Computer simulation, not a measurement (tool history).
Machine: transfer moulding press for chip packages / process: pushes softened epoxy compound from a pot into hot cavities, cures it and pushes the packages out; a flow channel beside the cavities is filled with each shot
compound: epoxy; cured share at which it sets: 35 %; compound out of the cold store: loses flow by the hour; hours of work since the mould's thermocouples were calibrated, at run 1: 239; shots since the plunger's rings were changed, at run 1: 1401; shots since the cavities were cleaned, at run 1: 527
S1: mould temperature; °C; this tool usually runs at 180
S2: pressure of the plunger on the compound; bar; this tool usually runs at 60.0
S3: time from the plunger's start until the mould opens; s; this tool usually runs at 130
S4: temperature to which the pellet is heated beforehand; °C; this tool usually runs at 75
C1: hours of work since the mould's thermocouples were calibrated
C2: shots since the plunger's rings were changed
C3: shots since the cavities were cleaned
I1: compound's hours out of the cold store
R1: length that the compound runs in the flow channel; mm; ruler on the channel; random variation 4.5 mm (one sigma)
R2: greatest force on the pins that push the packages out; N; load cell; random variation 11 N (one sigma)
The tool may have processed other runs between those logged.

run,hour,S1,S2,S3,S4,C1,C2,C3,I1,R1,R2
1,0.0,180,60.0,130,75,239,1401,527,17.6,990,877
# hour 18.0: cavities cleaned with cleaning compound and waxed
2,34.8,180,60.0,130,75,265,1803,202,13.3,1012,688
# hour 78.2: cavities cleaned with cleaning compound and waxed
3,108.4,180,60.0,130,75,322,2674,364,35.8,891,777
# hour 142.4: cavities cleaned with cleaning compound and waxed
4,142.4,180,60.0,130,75,348,3067,0,9.1,1024,517
# hour 204.0: cavities cleaned with cleaning compound and waxed
5,204.0,180,60.0,130,75,395,3792,0,47.7,814,492
# hour 267.9: cavities cleaned with cleaning compound and waxed
6,280.1,180,60.0,130,75,454,4693,147,41.8,836,596
# hour 329.0: cavities cleaned with cleaning compound and waxed
7,336.5,180,60.0,130,75,497,5357,91,31.8,874,565
# hour 385.4: mould's thermocouples calibrated
# hour 393.3: cavities cleaned with cleaning compound and waxed
# hour 417.6: plunger's sealing rings changed
8,417.6,174,60.0,130,75,22,0,263,45.9,888,809
# hour 456.8: cavities cleaned with cleaning compound and waxed
9,460.0,174,60.0,130,75,54,495,39,8.8,1073,691
# hour 518.7: cavities cleaned with cleaning compound and waxed
10,534.4,180,60.0,130,75,112,1375,190,11.9,1024,652
# hour 583.6: cavities cleaned with cleaning compound and waxed
11,597.4,180,60.0,130,75,160,2118,168,31.6,914,612
12,639.4,180,60.0,130,82,193,2624,674,20.5,955,833
# hour 647.7: cavities cleaned with cleaning compound and waxed
# hour 707.1: cavities cleaned with cleaning compound and waxed
13,715.1,180,60.0,130,82,250,3503,97,36.7,863,545
# hour 768.4: cavities cleaned with cleaning compound and waxed
14,768.4,180,60.0,130,82,291,4128,0,33.8,875,479
15,825.9,180,60.0,130,82,336,4822,694,10.2,986,794
# hour 832.4: cavities cleaned with cleaning compound and waxed
# hour 839.2: mould's thermocouples calibrated, once more
16,878.2,180,60.0,130,79,31,5412,529,21.3,927,851
# hour 898.2: cavities cleaned with cleaning compound and waxed
# hour 951.1: plunger's sealing rings changed
17,951.6,180,60.0,127,67,85,6,615,38.7,910,841
# hour 962.0: cavities cleaned with cleaning compound and waxed
# hour 1022.6: cavities cleaned with cleaning compound and waxed
18,1026.6,180,60.0,144,82,142,876,48,14.3,1018,528
# hour 1083.4: cavities cleaned with cleaning compound and waxed
19,1094.8,180,60.0,144,82,194,1681,137,35.9,900,571
# hour 1149.2: cavities cleaned with cleaning compound and waxed
20,1162.4,181,72.3,113,75,246,2479,159,31.2,993,684
21,1206.2,181,72.3,113,75,281,3008,688,13.6,1092,988
# hour 1212.3: cavities cleaned with cleaning compound and waxed
22,1243.1,178,72.3,123,79,308,3436,373,10.7,1101,898
# hour 1277.3: cavities cleaned with cleaning compound and waxed
23,1281.0,174,68.8,130,75,337,3875,44,47.1,892,637
24,1320.8,187,53.9,130,82,368,4355,524,38.7,788,765
# hour 1337.8: cavities cleaned with cleaning compound and waxed
25,1392.8,180,60.0,130,68,424,5208,665,18.5,937,845
# hour 1400.1: cavities cleaned with cleaning compound and waxed
# hour 1460.2: cavities cleaned with cleaning compound and waxed
26,1462.1,180,46.8,130,75,476,6007,22,9.8,857,549

What if the next run were any one of these 3? Each begins from the tool's condition after run 26:
# hour 1485.1: plunger's sealing rings changed
# hour 1522.2: cavities cleaned with cleaning compound and waxed
# hour 1542.5: mould's thermocouples calibrated
A,1542.5,180,46.8,130,71,0,651,220,38.8,?,?
# hour 1485.1: plunger's sealing rings changed
# hour 1522.2: cavities cleaned with cleaning compound and waxed
# hour 1542.5: mould's thermocouples calibrated
B,1542.5,182,46.8,114,75,0,651,220,9.4,?,?
# hour 1485.1: plunger's sealing rings changed
# hour 1522.2: cavities cleaned with cleaning compound and waxed
# hour 1542.5: mould's thermocouples calibrated
C,1542.5,180,46.8,130,75,0,651,220,28.7,?,?

run,R1,R2
A,806,673
B,908,776
C,838,695
Had the tool no hidden state, the same runs would have come out as:
run,R1,R2
A,817,476
B,921,546
C,849,489
